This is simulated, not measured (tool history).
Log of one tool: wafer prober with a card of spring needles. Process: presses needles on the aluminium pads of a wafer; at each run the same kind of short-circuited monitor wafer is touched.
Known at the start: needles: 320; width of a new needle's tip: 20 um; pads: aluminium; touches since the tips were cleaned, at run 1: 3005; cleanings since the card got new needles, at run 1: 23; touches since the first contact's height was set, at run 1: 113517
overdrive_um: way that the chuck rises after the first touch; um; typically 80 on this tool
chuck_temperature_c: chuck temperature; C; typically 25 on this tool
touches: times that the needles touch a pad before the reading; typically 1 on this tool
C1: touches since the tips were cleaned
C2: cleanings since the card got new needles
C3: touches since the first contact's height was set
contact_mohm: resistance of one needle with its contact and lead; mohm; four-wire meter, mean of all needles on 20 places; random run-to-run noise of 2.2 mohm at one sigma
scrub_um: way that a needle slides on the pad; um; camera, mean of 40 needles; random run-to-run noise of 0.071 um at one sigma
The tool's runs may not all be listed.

{"run": 1, "hour": 0.0, "overdrive_um": 80, "chuck_temperature_c": 25, "touches": 1, "C1": 3005, "C2": 23, "C3": 113517, "contact_mohm": 244, "scrub_um": 21.61}
{"hour": 5.3, "done": "tips cleaned on abrasive film"}
{"run": 2, "hour": 6.6, "overdrive_um": 80, "chuck_temperature_c": 25, "touches": 1, "C1": 296, "C2": 24, "C3": 114967, "contact_mohm": 241, "scrub_um": 21.67}
{"run": 3, "hour": 16.9, "overdrive_um": 80, "chuck_temperature_c": 25, "touches": 1, "C1": 2596, "C2": 24, "C3": 117267, "contact_mohm": 240, "scrub_um": 21.71}
{"hour": 23.8, "done": "tips cleaned on abrasive film"}
{"run": 4, "hour": 25.6, "overdrive_um": 80, "chuck_temperature_c": 25, "touches": 1, "C1": 405, "C2": 25, "C3": 119196, "contact_mohm": 243, "scrub_um": 21.69}
{"run": 5, "hour": 35.9, "overdrive_um": 80, "chuck_temperature_c": 25, "touches": 1, "C1": 2706, "C2": 25, "C3": 121497, "contact_mohm": 243, "scrub_um": 21.82}
{"hour": 42.4, "done": "tips cleaned on abrasive film"}
{"run": 6, "hour": 46.4, "overdrive_um": 80, "chuck_temperature_c": 87, "touches": 1, "C1": 882, "C2": 26, "C3": 123821, "contact_mohm": 260, "scrub_um": 21.83}
{"run": 7, "hour": 58.6, "overdrive_um": 80, "chuck_temperature_c": 87, "touches": 1, "C1": 3622, "C2": 26, "C3": 126561, "contact_mohm": 260, "scrub_um": 21.79}
{"hour": 61.4, "done": "tips cleaned on abrasive film"}
{"run": 8, "hour": 68.4, "overdrive_um": 68, "chuck_temperature_c": 87, "touches": 1, "C1": 1553, "C2": 27, "C3": 128728, "contact_mohm": 264, "scrub_um": 18.6}
{"run": 9, "hour": 74.3, "overdrive_um": 80, "chuck_temperature_c": 78, "touches": 1, "C1": 2887, "C2": 27, "C3": 130062, "contact_mohm": 258, "scrub_um": 22.02}
{"hour": 80.0, "done": "tips cleaned on abrasive film"}
{"run": 10, "hour": 80.0, "overdrive_um": 80, "chuck_temperature_c": 25, "touches": 1, "C1": 0, "C2": 28, "C3": 131304, "contact_mohm": 239, "scrub_um": 22.03}
{"run": 11, "hour": 85.2, "overdrive_um": 80, "chuck_temperature_c": 25, "touches": 1, "C1": 1173, "C2": 28, "C3": 132477, "contact_mohm": 242, "scrub_um": 21.87}
{"run": 12, "hour": 95.8, "overdrive_um": 80, "chuck_temperature_c": 25, "touches": 1, "C1": 3544, "C2": 28, "C3": 134848, "contact_mohm": 240, "scrub_um": 21.83}
{"hour": 98.5, "done": "tips cleaned on abrasive film"}
{"run": 13, "hour": 107.9, "overdrive_um": 80, "chuck_temperature_c": 25, "touches": 1, "C1": 2100, "C2": 29, "C3": 137522, "contact_mohm": 242, "scrub_um": 21.93}
{"hour": 117.4, "done": "tips cleaned on abrasive film"}
{"run": 14, "hour": 117.4, "overdrive_um": 80, "chuck_temperature_c": 25, "touches": 1, "C1": 14, "C2": 30, "C3": 139632, "contact_mohm": 238, "scrub_um": 22.04}
{"hour": 122.1, "done": "gauge calibrated"}
{"run": 15, "hour": 122.7, "overdrive_um": 80, "chuck_temperature_c": 25, "touches": 1, "C1": 1194, "C2": 30, "C3": 140812, "contact_mohm": 242, "scrub_um": 21.66}
{"run": 16, "hour": 129.4, "overdrive_um": 80, "chuck_temperature_c": 25, "touches": 1, "C1": 2691, "C2": 30, "C3": 142309, "contact_mohm": 239, "scrub_um": 21.58}
{"hour": 136.6, "done": "tips cleaned on abrasive film"}
{"run": 17, "hour": 138.3, "overdrive_um": 80, "chuck_temperature_c": 25, "touches": 1, "C1": 376, "C2": 31, "C3": 144286, "contact_mohm": 242, "scrub_um": 21.79}
{"run": 18, "hour": 144.7, "overdrive_um": 100, "chuck_temperature_c": 41, "touches": 2, "C1": 1812, "C2": 31, "C3": 145722, "contact_mohm": 236, "scrub_um": 27.1}
{"hour": 155.2, "done": "tips cleaned on abrasive film"}
{"run": 19, "hour": 157.5, "overdrive_um": 100, "chuck_temperature_c": 41, "touches": 2, "C1": 519, "C2": 32, "C3": 148555, "contact_mohm": 241, "scrub_um": 27.05}
{"run": 20, "hour": 169.3, "overdrive_um": 97, "chuck_temperature_c": 96, "touches": 2, "C1": 3151, "C2": 32, "C3": 151187, "contact_mohm": 259, "scrub_um": 26.38}
{"hour": 173.8, "done": "tips cleaned on abrasive film"}
{"run": 21, "hour": 181.8, "overdrive_um": 74, "chuck_temperature_c": 59, "touches": 1, "C1": 1791, "C2": 33, "C3": 153978, "contact_mohm": 257, "scrub_um": 20.11}
{"run": 22, "hour": 191.5, "overdrive_um": 80, "chuck_temperature_c": 37, "touches": 1, "C1": 3956, "C2": 33, "C3": 156143, "contact_mohm": 242, "scrub_um": 21.95}
{"hour": 192.9, "done": "tips cleaned on abrasive film"}
{"run": 23, "hour": 200.5, "overdrive_um": 65, "chuck_temperature_c": 84, "touches": 2, "C1": 1702, "C2": 34, "C3": 158135, "contact_mohm": 265, "scrub_um": 17.83}
{"run": 24, "hour": 205.7, "overdrive_um": 62, "chuck_temperature_c": 31, "touches": 1, "C1": 2854, "C2": 34, "C3": 159287, "contact_mohm": 252, "scrub_um": 16.96}
{"hour": 212.1, "done": "tips cleaned on abrasive film"}
{"run": 25, "hour": 213.5, "overdrive_um": 62, "chuck_temperature_c": 31, "touches": 1, "C1": 318, "C2": 35, "C3": 161012, "contact_mohm": 251, "scrub_um": 16.96}
{"run": 26, "hour": 218.7, "overdrive_um": 62, "chuck_temperature_c": 31, "touches": 1, "C1": 1484, "C2": 35, "C3": 162178, "contact_mohm": 255, "scrub_um": 16.96}
{"run": 27, "hour": 226.5, "overdrive_um": 84, "chuck_temperature_c": 43, "touches": 3, "C1": 3233, "C2": 35, "C3": 163927, "contact_mohm": 247, "scrub_um": 23.04}
{"hour": 230.9, "done": "tips cleaned on abrasive film"}
{"run": 28, "hour": 232.5, "overdrive_um": 84, "chuck_temperature_c": 43, "touches": 3, "C1": 359, "C2": 36, "C3": 165241, "contact_mohm": 245, "scrub_um": 23.06}
{"run": 29, "hour": 243.9, "overdrive_um": 96, "chuck_temperature_c": 56, "touches": 3, "C1": 2904, "C2": 36, "C3": 167786, "contact_mohm": 246, "scrub_um": 26.33}
{"hour": 249.6, "done": "tips cleaned on abrasive film"}
{"run": 30, "hour": 255.8, "overdrive_um": 96, "chuck_temperature_c": 56, "touches": 3, "C1": 1398, "C2": 37, "C3": 170443, "contact_mohm": 249, "scrub_um": 26.44}
{"run": 31, "hour": 265.3, "overdrive_um": 84, "chuck_temperature_c": 119, "touches": 2, "C1": 3511, "C2": 37, "C3": 172556, "contact_mohm": 268, "scrub_um": 23.14}
{"hour": 268.5, "done": "tips cleaned on abrasive film"}
{"run": 32, "hour": 270.7, "overdrive_um": 84, "chuck_temperature_c": 119, "touches": 2, "C1": 483, "C2": 38, "C3": 173741, "contact_mohm": 268, "scrub_um": 23.24}
{"run": 33, "hour": 279.7, "overdrive_um": 98, "chuck_temperature_c": 35, "touches": 2, "C1": 2501, "C2": 38, "C3": 175759, "contact_mohm": 233, "scrub_um": 26.99}
{"run": 34, "hour": 285.8, "overdrive_um": 98, "chuck_temperature_c": 35, "touches": 1, "C1": 3859, "C2": 38, "C3": 177117, "contact_mohm": 240, "scrub_um": 27.28}

Across each entry between runs, compare the hidden state at the last listed run before it with the hidden state at the first listed run after it:
In the gap between runs 1 and 2: tips cleaned on abrasive film (hour 5.3)
  debris on the tips, nm: 0.1 -> 0; drift of the gauge itself on scrub_um, %: 0 -> 0.09
  measured value less the no-hidden-state value, scrub_um: +0 -> +0.02 um
In the gap between runs 3 and 4: tips cleaned on abrasive film (hour 23.8)
  debris on the tips, nm: 0.1 -> 0; drift of the gauge itself on scrub_um, %: 0.24 -> 0.37
  measured value less the no-hidden-state value, scrub_um: +0.05 -> +0.08 um
In the gap between runs 5 and 6: tips cleaned on abrasive film (hour 42.4)
  debris on the tips, nm: 0.1 -> 0; drift of the gauge itself on scrub_um, %: 0.51 -> 0.66
  measured value less the no-hidden-state value, scrub_um: +0.11 -> +0.14 um
In the gap between runs 7 and 8: tips cleaned on abrasive film (hour 61.4)
  drift of the gauge itself on scrub_um, %: 0.84 -> 0.98
  measured value less the no-hidden-state value, scrub_um: +0.18 -> +0.18 um
In the gap between runs 9 and 10: tips cleaned on abrasive film (hour 80)
  debris on the tips, nm: 0.1 -> 0; drift of the gauge itself on scrub_um, %: 1.07 -> 1.15
  measured value less the no-hidden-state value, scrub_um: +0.23 -> +0.25 um
In the gap between runs 12 and 13: tips cleaned on abrasive film (hour 98.5)
  drift of the gauge itself on scrub_um, %: 1.38 -> 1.55
  measured value less the no-hidden-state value, scrub_um: +0.29 -> +0.34 um
In the gap between runs 13 and 14: tips cleaned on abrasive film (hour 117.4)
  debris on the tips, nm: 0.1 -> 0; drift of the gauge itself on scrub_um, %: 1.55 -> 1.68
  measured value less the no-hidden-state value, scrub_um: +0.34 -> +0.37 um
In the gap between runs 14 and 15: gauge calibrated (hour 122.1)
  drift of the gauge itself on scrub_um, %: 1.68 -> 0.01
  measured value less the no-hidden-state value, scrub_um: +0.37 -> +0 um
In the gap between runs 16 and 17: tips cleaned on abrasive film (hour 136.6)
  debris on the tips, nm: 0.1 -> 0; drift of the gauge itself on scrub_um, %: 0.11 -> 0.23
  measured value less the no-hidden-state value, scrub_um: +0.02 -> +0.05 um
In the gap between runs 18 and 19: tips cleaned on abrasive film (hour 155.2)
  debris on the tips, nm: 0.1 -> 0; drift of the gauge itself on scrub_um, %: 0.33 -> 0.51
  measured value less the no-hidden-state value, scrub_um: +0.08 -> +0.14 um
In the gap between runs 20 and 21: tips cleaned on abrasive film (hour 173.8)
  drift of the gauge itself on scrub_um, %: 0.68 -> 0.86
  measured value less the no-hidden-state value, scrub_um: +0.18 -> +0.18 um
In the gap between runs 22 and 23: tips cleaned on abrasive film (hour 192.9)
  drift of the gauge itself on scrub_um, %: 1 -> 1.13
  measured value less the no-hidden-state value, scrub_um: +0.22 -> +0.19 um
In the gap between runs 24 and 25: tips cleaned on abrasive film (hour 212.1)
  debris on the tips, nm: 0.1 -> 0; drift of the gauge itself on scrub_um, %: 1.2 -> 1.31
  measured value less the no-hidden-state value, scrub_um: +0.2 -> +0.22 um
In the gap between runs 27 and 28: tips cleaned on abrasive film (hour 230.9)
  debris on the tips, nm: 0.1 -> 0; drift of the gauge itself on scrub_um, %: 1.5 -> 1.58
  measured value less the no-hidden-state value, scrub_um: +0.34 -> +0.36 um
In the gap between runs 29 and 30: tips cleaned on abrasive film (hour 249.6)
  drift of the gauge itself on scrub_um, %: 1.75 -> 1.92
  measured value less the no-hidden-state value, scrub_um: +0.45 -> +0.5 um
In the gap between runs 31 and 32: tips cleaned on abrasive film (hour 268.5)
  debris on the tips, nm: 0.1 -> 0; drift of the gauge itself on scrub_um, %: 2.05 -> 2.13
  measured value less the no-hidden-state value, scrub_um: +0.46 -> +0.49 um

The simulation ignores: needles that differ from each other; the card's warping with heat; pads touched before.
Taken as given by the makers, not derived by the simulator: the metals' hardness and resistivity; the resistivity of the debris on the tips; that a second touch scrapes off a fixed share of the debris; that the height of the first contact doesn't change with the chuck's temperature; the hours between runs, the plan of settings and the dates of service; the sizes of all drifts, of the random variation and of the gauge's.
